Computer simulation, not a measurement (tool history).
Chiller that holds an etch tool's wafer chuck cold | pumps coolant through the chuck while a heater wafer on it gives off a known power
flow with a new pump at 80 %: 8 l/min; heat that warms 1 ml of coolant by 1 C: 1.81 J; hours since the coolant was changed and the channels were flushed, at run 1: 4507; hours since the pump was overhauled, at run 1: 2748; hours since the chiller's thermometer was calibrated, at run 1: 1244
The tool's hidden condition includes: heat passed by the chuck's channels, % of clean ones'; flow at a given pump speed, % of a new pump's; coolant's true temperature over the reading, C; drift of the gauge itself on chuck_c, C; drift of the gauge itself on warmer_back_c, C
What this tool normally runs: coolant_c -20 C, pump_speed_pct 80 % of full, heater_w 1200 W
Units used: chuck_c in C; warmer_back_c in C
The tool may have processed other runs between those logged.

| run | hour | coolant_c | pump_speed_pct | heater_w | hours since the coolant was changed and the channels were flushed | hours since the pump was overhauled | hours since the chiller's thermometer was calibrated | chuck_c | warmer_back_c |
|---|---|---|---|---|---|---|---|---|---|
| 1 | 0 | -20 | 80 | 1200 | 4507 | 2748 | 1244 | -6.6 | 4.98 |
| 2 | 100.4 | -20 | 80 | 1200 | 4607 | 2848 | 1345 | -6.6 | 4.97 |
| 3 | 149.3 | -20 | 73 | 1200 | 4656 | 2897 | 1394 | -5.4 | 5.51 |
| 4 | 234.5 | -20 | 73 | 1200 | 4741 | 2982 | 1479 | -5.4 | 5.49 |
| 5 | 287.5 | -20 | 73 | 1200 | 4794 | 3035 | 1532 | -5.5 | 5.57 |
| 6 | 340.8 | -20 | 73 | 1200 | 4848 | 3089 | 1585 | -5.6 | 5.54 |
| 7 | 427.7 | -20 | 73 | 1200 | 4935 | 3175 | 1672 | -5.5 | 5.5 |
| 8 | 486.1 | -20 | 80 | 950 | 4993 | 3234 | 1731 | -9.3 | 3.99 |
| 9 | 593.8 | -20 | 80 | 950 | 5101 | 3341 | 1838 | -9.3 | 4 |
| 10 | 646 | -20 | 67 | 950 | 5153 | 3394 | 1890 | -7.5 | 4.81 |
| 11 | 745 | -17 | 80 | 1200 | 5252 | 3493 | 1989 | -3.7 | 5.05 |
| 12 | 804.5 | -17 | 80 | 1200 | 5311 | 3552 | 2049 | -3.8 | 5.06 |
| 13 | 850.5 | -17 | 80 | 1200 | 5357 | 3598 | 2095 | -3.7 | 5.06 |
| 14 | 922.3 | -17 | 67 | 1200 | 5429 | 3670 | 2167 | -1.4 | 6 |
| 15 | 1018.3 | -17 | 67 | 1200 | 5525 | 3766 | 2263 | -1.2 | 6.09 |
| 16 | 1066.1 | -20 | 80 | 1200 | 5573 | 3814 | 2311 | -6.7 | 5.1 |
| 17 | 1162.6 | -10 | 80 | 1200 | 5669 | 3910 | 2407 | 3.3 | 5 |
| 18 | 1253.3 | -10 | 80 | 1200 | 5760 | 4001 | 2498 | 3.4 | 5.05 |
| 19 | 1319.3 | -10 | 80 | 1200 | 5826 | 4067 | 2564 | 3.2 | 4.99 |
| 20 | 1405.9 | -18 | 64 | 1576 | 5913 | 4154 | 2650 | 3.5 | 8.46 |
|  | 1416.9 | chiller's thermometer calibrated |
| 21 | 1493.4 | -18 | 64 | 1576 | 5999 | 4240 | 76 | 3.6 | 8.38 |
| 22 | 1548.2 | -22 | 71 | 666 | 6054 | 4295 | 131 | -13.5 | 3.24 |
| 23 | 1598.4 | -22 | 68 | 959 | 6104 | 4345 | 181 | -9.7 | 4.84 |
| 24 | 1676.9 | -20 | 85 | 1008 | 6183 | 4424 | 260 | -9.2 | 4.03 |
| 25 | 1773.9 | -21 | 60 | 608 | 6280 | 4521 | 357 | -12.1 | 3.52 |
| 26 | 1844 | -22 | 80 | 1111 | 6350 | 4591 | 427 | -9.6 | 4.73 |
| 27 | 1890.9 | -22 | 80 | 1111 | 6397 | 4638 | 474 | -9.8 | 4.77 |
| 28 | 1975.2 | -17 | 96 | 1048 | 6481 | 4722 | 558 | -7 | 3.74 |
| 29 | 2059.7 | -17 | 96 | 1048 | 6566 | 4806 | 643 | -7.3 | 3.72 |
| 30 | 2103.7 | -21 | 73 | 1198 | 6610 | 4850 | 687 | -6.5 | 5.62 |
| 31 | 2184.1 | -21 | 72 | 1693 | 6690 | 4931 | 767 | -0.2 | 8.11 |

Below are 5 alternative next runs, each starting from the tool's condition after run 31. Predict each:
| A | 2257.1 | -20 | 80 | 1475 | 6763 | 5004 | 840 | ? | ? |
| B | 2257.1 | -23 | 80 | 691 | 6763 | 5004 | 840 | ? | ? |
| C | 2257.1 | -20 | 80 | 657 | 6763 | 5004 | 840 | ? | ? |
| D | 2257.1 | -22 | 69 | 917 | 6763 | 5004 | 840 | ? | ? |
| E | 2257.1 | -21 | 72 | 1240 | 6763 | 5004 | 840 | ? | ? |

| run | chuck_c | warmer_back_c |
|---|---|---|
| A | -3.6 | 6.25 |
| B | -15.4 | 3.02 |
| C | -12.6 | 2.89 |
| D | -10.3 | 4.63 |
| E | -5.8 | 5.86 |
Stripped of hidden state, with their random variation kept, the same runs would have yielded:
| run | chuck_c | warmer_back_c |
|---|---|---|
| A | -3.7 | 6.09 |
| B | -15.4 | 2.87 |
| C | -12.7 | 2.73 |
| D | -10.3 | 4.47 |
| E | -5.8 | 5.7 |
